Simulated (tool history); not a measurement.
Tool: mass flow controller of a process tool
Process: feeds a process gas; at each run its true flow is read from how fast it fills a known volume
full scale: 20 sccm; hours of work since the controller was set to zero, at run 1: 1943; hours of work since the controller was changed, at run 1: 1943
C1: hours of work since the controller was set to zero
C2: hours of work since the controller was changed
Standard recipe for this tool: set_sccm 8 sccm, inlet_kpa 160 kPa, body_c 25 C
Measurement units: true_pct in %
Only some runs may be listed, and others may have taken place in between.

{"run": 1, "hour": 0.0, "set_sccm": 8, "inlet_kpa": 160, "body_c": 25, "C1": 1943, "C2": 1943, "true_pct": 97.88}
{"run": 2, "hour": 191.2, "set_sccm": 8, "inlet_kpa": 150, "body_c": 25, "C1": 2009, "C2": 2009, "true_pct": 97.71}
{"run": 3, "hour": 436.1, "set_sccm": 8, "inlet_kpa": 150, "body_c": 25, "C1": 2094, "C2": 2094, "true_pct": 97.62}
{"run": 4, "hour": 693.8, "set_sccm": 16, "inlet_kpa": 150, "body_c": 25, "C1": 2183, "C2": 2183, "true_pct": 98.87}
{"run": 5, "hour": 935.6, "set_sccm": 8, "inlet_kpa": 160, "body_c": 26, "C1": 2266, "C2": 2266, "true_pct": 97.67}
{"run": 6, "hour": 1266.3, "set_sccm": 8, "inlet_kpa": 160, "body_c": 26, "C1": 2380, "C2": 2380, "true_pct": 97.58}
{"run": 7, "hour": 1469.8, "set_sccm": 8, "inlet_kpa": 160, "body_c": 26, "C1": 2450, "C2": 2450, "true_pct": 97.37}
{"run": 8, "hour": 1743.2, "set_sccm": 9, "inlet_kpa": 160, "body_c": 25, "C1": 2544, "C2": 2544, "true_pct": 97.64}
{"run": 9, "hour": 1986.6, "set_sccm": 9, "inlet_kpa": 191, "body_c": 28, "C1": 2628, "C2": 2628, "true_pct": 97.91}
{"run": 10, "hour": 2168.2, "set_sccm": 4, "inlet_kpa": 188, "body_c": 25, "C1": 2691, "C2": 2691, "true_pct": 96.69}
{"run": 11, "hour": 2509.8, "set_sccm": 4, "inlet_kpa": 225, "body_c": 32, "C1": 2809, "C2": 2809, "true_pct": 97.4}
{"run": 12, "hour": 2844.0, "set_sccm": 4, "inlet_kpa": 162, "body_c": 32, "C1": 2924, "C2": 2924, "true_pct": 97.19}
{"run": 13, "hour": 3140.2, "set_sccm": 4, "inlet_kpa": 162, "body_c": 32, "C1": 3026, "C2": 3026, "true_pct": 97.07}
{"run": 14, "hour": 3373.4, "set_sccm": 4, "inlet_kpa": 162, "body_c": 32, "C1": 3106, "C2": 3106, "true_pct": 97.09}
{"run": 15, "hour": 3696.1, "set_sccm": 4, "inlet_kpa": 162, "body_c": 32, "C1": 3218, "C2": 3218, "true_pct": 96.91}

Each row is a separate what-if for the run after 15, all from the same tool condition, not one after another. Results?
{"run": "A", "hour": 3902.4, "set_sccm": 4, "inlet_kpa": 162, "body_c": 24, "C1": 3289, "C2": 3289, "true_pct": "?"}
{"run": "B", "hour": 3902.4, "set_sccm": 4, "inlet_kpa": 167, "body_c": 29, "C1": 3289, "C2": 3289, "true_pct": "?"}
{"run": "C", "hour": 3902.4, "set_sccm": 6, "inlet_kpa": 233, "body_c": 36, "C1": 3289, "C2": 3289, "true_pct": "?"}

run=A true_pct=95.98
run=B true_pct=96.55
run=C true_pct=97.83
What these runs would have given with no unlogged condition in the tool:
run=A true_pct=97.14
run=B true_pct=97.71
run=C true_pct=99

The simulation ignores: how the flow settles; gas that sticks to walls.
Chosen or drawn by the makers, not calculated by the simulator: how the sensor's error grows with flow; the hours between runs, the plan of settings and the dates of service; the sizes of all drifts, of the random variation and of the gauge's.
